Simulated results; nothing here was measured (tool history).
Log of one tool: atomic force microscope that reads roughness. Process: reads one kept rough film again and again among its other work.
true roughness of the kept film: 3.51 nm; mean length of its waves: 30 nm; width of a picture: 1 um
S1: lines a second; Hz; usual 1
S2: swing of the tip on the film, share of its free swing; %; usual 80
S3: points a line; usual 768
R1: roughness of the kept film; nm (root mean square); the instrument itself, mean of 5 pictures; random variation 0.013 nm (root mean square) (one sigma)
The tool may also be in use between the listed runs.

run	hour	S1	S2	S3	R1
1	0	1	80	768	3.094
2	23.8	1	80	768	3.063
3	39.1	1	80	768	3.064
4	51	1	80	768	3.07
5	70.6	1	80	768	3.07
6	87.2	1	80	768	3.07
7	109.7	3.25	85	768	2.597
8	121.7	3.72	85	768	2.518
9	140.2	0.84	81	768	3.083
10	164.2	3.94	81	346	2.575
11	182.1	3.94	81	346	2.579
12	195.2	3.94	81	346	2.592

Forecast each of these 3 alternatives for the next run:
A	224.3	0.99	80	503	?
B	224.3	1	65	602	?
C	224.3	2.06	70	768	?

run	R1
A	3.044
B	3.148
C	3.031
Without the tool's hidden state the same runs would have given:
run	R1
A	3.051
B	3.155
C	3.038
